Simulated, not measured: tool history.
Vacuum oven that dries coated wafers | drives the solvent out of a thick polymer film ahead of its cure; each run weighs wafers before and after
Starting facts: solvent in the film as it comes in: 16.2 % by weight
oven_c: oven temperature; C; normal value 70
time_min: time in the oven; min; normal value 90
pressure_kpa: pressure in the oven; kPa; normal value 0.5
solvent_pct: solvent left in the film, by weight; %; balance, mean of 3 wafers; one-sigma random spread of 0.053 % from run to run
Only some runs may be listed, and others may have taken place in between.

| run | hour | oven_c | time_min | pressure_kpa | solvent_pct |
|---|---|---|---|---|---|
| 1 | 0 | 70 | 90 | 0.5 | 1.82 |
| 2 | 8.9 | 70 | 90 | 0.5 | 1.81 |
| 3 | 28.1 | 70 | 90 | 0.5 | 1.96 |
| 4 | 43.7 | 70 | 90 | 0.5 | 1.97 |
| 5 | 63.6 | 70 | 90 | 0.388 | 1.8 |
| 6 | 81.4 | 70 | 90 | 0.388 | 1.78 |
| 7 | 90.5 | 70 | 90 | 1.126 | 2.35 |
| 8 | 100.8 | 70 | 90 | 0.5 | 1.81 |
| 9 | 116.4 | 70 | 90 | 0.5 | 1.94 |
| 10 | 134.1 | 70 | 90 | 0.5 | 1.95 |
| 11 | 146.7 | 70 | 90 | 0.5 | 1.84 |
| 12 | 166 | 70 | 49 | 0.5 | 4.3 |
| 13 | 181.2 | 70 | 49 | 0.5 | 4.41 |
| 14 | 196.7 | 70 | 90 | 0.5 | 2 |
| 15 | 216.6 | 70 | 90 | 0.5 | 1.99 |
| 16 | 227.3 | 70 | 90 | 0.5 | 2.01 |
| 17 | 238.3 | 70 | 90 | 0.5 | 2.1 |
| 18 | 254.4 | 70 | 90 | 0.5 | 1.99 |
| 19 | 275.1 | 70 | 90 | 0.5 | 1.97 |
| 20 | 289.2 | 70 | 90 | 1.698 | 2.82 |
| 21 | 306.6 | 70 | 90 | 0.5 | 2.06 |
| 22 | 324.6 | 70 | 83 | 0.547 | 2.27 |
| 23 | 335.4 | 70 | 90 | 0.653 | 2.08 |
| 24 | 348.1 | 59 | 119 | 0.333 | 4.76 |
| 25 | 366.2 | 65 | 154 | 0.5 | 1.83 |
| 26 | 382.8 | 65 | 58 | 0.5 | 5.78 |
| 27 | 393.7 | 63 | 80 | 0.292 | 4.94 |
| 28 | 403.8 | 63 | 80 | 0.292 | 4.94 |
| 29 | 418.3 | 63 | 80 | 0.292 | 5.01 |
| 30 | 437.3 | 63 | 80 | 0.292 | 4.91 |
| 31 | 452.5 | 62 | 48 | 0.5 | 7.9 |
| 32 | 469.8 | 70 | 47 | 0.5 | 4.79 |
| 33 | 488.4 | 58 | 56 | 1.807 | 9.65 |
| 34 | 501.1 | 70 | 90 | 1.958 | 3.19 |
| 35 | 517.3 | 55 | 92 | 0.37 | 7.85 |
| 36 | 534.8 | 81 | 133 | 0.833 | 0.5 |
| 37 | 544 | 72 | 48 | 0.833 | 4.07 |
| 38 | 560.2 | 76 | 143 | 1.467 | 1.1 |
| 39 | 573.8 | 76 | 143 | 1.467 | 1.13 |
| 40 | 593.7 | 76 | 143 | 1.467 | 1.13 |
| 41 | 610.3 | 67 | 47 | 0.474 | 6.1 |
| 42 | 625.6 | 66 | 47 | 0.474 | 6.38 |

What if the next run were any one of these 4? Each begins from the tool's condition after run 42:
| A | 636.7 | 66 | 47 | 0.73 | ? |
| B | 636.7 | 72 | 56 | 1.179 | ? |
| C | 636.7 | 70 | 148 | 0.85 | ? |
| D | 636.7 | 62 | 47 | 0.778 | ? |

| run | solvent_pct |
|---|---|
| A | 6.61 |
| B | 3.52 |
| C | 1.28 |
| D | 8.19 |
The same runs, with their run-to-run variation unchanged, on a tool lacking any hidden condition would have given:
| run | solvent_pct |
|---|---|
| A | 5.98 |
| B | 2.96 |
| C | 0.92 |
| D | 7.59 |
